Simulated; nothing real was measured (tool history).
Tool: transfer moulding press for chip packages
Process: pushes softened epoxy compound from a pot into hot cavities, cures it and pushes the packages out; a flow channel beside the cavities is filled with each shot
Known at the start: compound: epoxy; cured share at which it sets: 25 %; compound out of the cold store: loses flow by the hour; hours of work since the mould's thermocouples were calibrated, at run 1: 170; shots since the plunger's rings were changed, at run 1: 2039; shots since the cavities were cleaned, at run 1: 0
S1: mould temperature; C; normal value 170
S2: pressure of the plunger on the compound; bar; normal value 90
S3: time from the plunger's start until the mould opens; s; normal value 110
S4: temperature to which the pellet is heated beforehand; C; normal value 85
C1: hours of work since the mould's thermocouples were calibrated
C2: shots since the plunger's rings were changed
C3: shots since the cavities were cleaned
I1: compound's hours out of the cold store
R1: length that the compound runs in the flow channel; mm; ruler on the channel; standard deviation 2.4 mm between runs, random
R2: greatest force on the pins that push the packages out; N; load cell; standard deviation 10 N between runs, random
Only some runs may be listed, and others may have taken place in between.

Run 1, hour 0: usual settings; C1 170; C2 2039; C3 0; I1 25.6. Result: R1 964 mm, R2 486 N.
Run 2, hour 43.8: usual settings; C1 193; C2 2459; C3 420; I1 19.8. Result: R1 988 mm, R2 639 N.
Run 3, hour 96.9: usual settings but S3 102 s; C1 221; C2 2967; C3 928; I1 44.5. Result: R1 871 mm, R2 740 N.
At hour 112.6: cavities cleaned with cleaning compound and waxed.
Run 4, hour 133.5: usual settings but S1 174 C, S3 102 s; C1 240; C2 3303; C3 200; I1 10.3. Result: R1 1010 mm, R2 767 N.
Run 5, hour 186.2: usual settings but S1 174 C, S3 102 s; C1 268; C2 3808; C3 705; I1 29.7. Result: R1 914 mm, R2 728 N.
At hour 221.6: cavities cleaned with cleaning compound and waxed.
Run 6, hour 240.1: usual settings but S1 174 C, S3 102 s; C1 296; C2 4310; C3 176; I1 24.3. Result: R1 929 mm, R2 546 N.
Run 7, hour 301.2: usual settings but S1 174 C, S3 102 s; C1 328; C2 4895; C3 761; I1 20.7. Result: R1 942 mm, R2 641 N.
At hour 331.1: cavities cleaned with cleaning compound and waxed.
Run 8, hour 359.4: usual settings but S1 174 C, S3 102 s; C1 358; C2 5439; C3 272; I1 9.5. Result: R1 990 mm, R2 580 N.
At hour 381.3: cavities cleaned with cleaning compound and waxed, once more.
Run 9, hour 391.7: usual settings but S1 174 C, S3 102 s; C1 375; C2 5734; C3 100; I1 11.3. Result: R1 976 mm, R2 516 N.
At hour 397.5: plunger's sealing rings changed.
At hour 452.6: mould's thermocouples calibrated.
Run 10, hour 467.2: usual settings but S1 174 C, S3 102 s; C1 8; C2 648; C3 780; I1 15. Result: R1 1009 mm, R2 632 N.
At hour 496.1: cavities cleaned with cleaning compound and waxed.
Run 11, hour 510.6: usual settings but S1 174 C, S3 102 s; C1 30; C2 1049; C3 139; I1 29.1. Result: R1 938 mm, R2 508 N.
Run 12, hour 561.4: usual settings but S2 78.8 bar, S3 102 s; C1 57; C2 1535; C3 625; I1 30.8. Result: R1 885 mm, R2 710 N.
Run 13, hour 595: usual settings but S2 78.8 bar, S3 102 s, S4 93 C; C1 75; C2 1858; C3 948; I1 40.1. Result: R1 840 mm, R2 728 N.
At hour 605.2: cavities cleaned with cleaning compound and waxed.
Run 14, hour 643.1: usual settings but S4 87 C; C1 100; C2 2304; C3 363; I1 28.1. Result: R1 950 mm, R2 591 N.
At hour 713.7: cavities cleaned with cleaning compound and waxed.
Run 15, hour 713.7: usual settings but S1 173 C, S2 78.5 bar, S3 104 s, S4 82 C; C1 136; C2 2966; C3 0; I1 35.5. Result: R1 842 mm, R2 477 N.
Run 16, hour 783.4: usual settings but S1 173 C, S2 78.5 bar, S3 104 s, S4 82 C; C1 173; C2 3633; C3 667; I1 37.3. Result: R1 823 mm, R2 650 N.
Run 17, hour 817.3: usual settings but S2 74 bar; C1 191; C2 3958; C3 992; I1 37.6. Result: R1 811 mm, R2 693 N.
At hour 827.5: cavities cleaned with cleaning compound and waxed.
Run 18, hour 890.2: usual settings but S3 94 s; C1 229; C2 4642; C3 601; I1 29.4. Result: R1 919 mm, R2 800 N.
At hour 938.7: cavities cleaned with cleaning compound and waxed.
Run 19, hour 942.9: usual settings but S2 91.9 bar, S4 77 C; C1 256; C2 5132; C3 39; I1 35.5. Result: R1 902 mm, R2 501 N.
Run 20, hour 981.4: usual settings but S3 140 s; C1 277; C2 5502; C3 409; I1 26.6. Result: R1 930 mm, R2 565 N.
At hour 1012: plunger's sealing rings changed.
Run 21, hour 1036.9: usual settings but S2 108.3 bar, S4 84 C; C1 305; C2 239; C3 916; I1 27.2. Result: R1 1070 mm, R2 701 N.

5 options for the next run, each taken on its own from the tool as it stands now. Forecast them:
At hour 1050.5: cavities cleaned with cleaning compound and waxed.
Run A, hour 1073.4: usual settings but S1 174 C, S2 98.4 bar; C1 324; C2 574; C3 219; I1 25.4. Result: R1 ?, R2 ?.
At hour 1050.5: cavities cleaned with cleaning compound and waxed.
Run B, hour 1073.4: usual settings but S2 108.3 bar, S3 116 s, S4 84 C; C1 324; C2 574; C3 219; I1 42.9. Result: R1 ?, R2 ?.
At hour 1050.5: cavities cleaned with cleaning compound and waxed.
Run C, hour 1073.4: usual settings but S1 172 C, S2 108.3 bar, S4 78 C; C1 324; C2 574; C3 219; I1 11.1. Result: R1 ?, R2 ?.
At hour 1050.5: cavities cleaned with cleaning compound and waxed.
Run D, hour 1073.4: usual settings but S2 108.3 bar, S4 87 C; C1 324; C2 574; C3 219; I1 19.3. Result: R1 ?, R2 ?.
At hour 1050.5: cavities cleaned with cleaning compound and waxed.
Run E, hour 1073.4: usual settings but S1 171 C, S2 90.8 bar, S4 93 C; C1 324; C2 574; C3 219; I1 30.6. Result: R1 ?, R2 ?.

run    R1   R2
  A  1008  542
  B   985  570
  C  1139  559
  D  1104  553
  E   951  529
Without the tool's hidden state the same runs would have given:
run    R1   R2
  A  1013  451
  B   989  473
  C  1144  462
  D  1109  455
  E   955  436
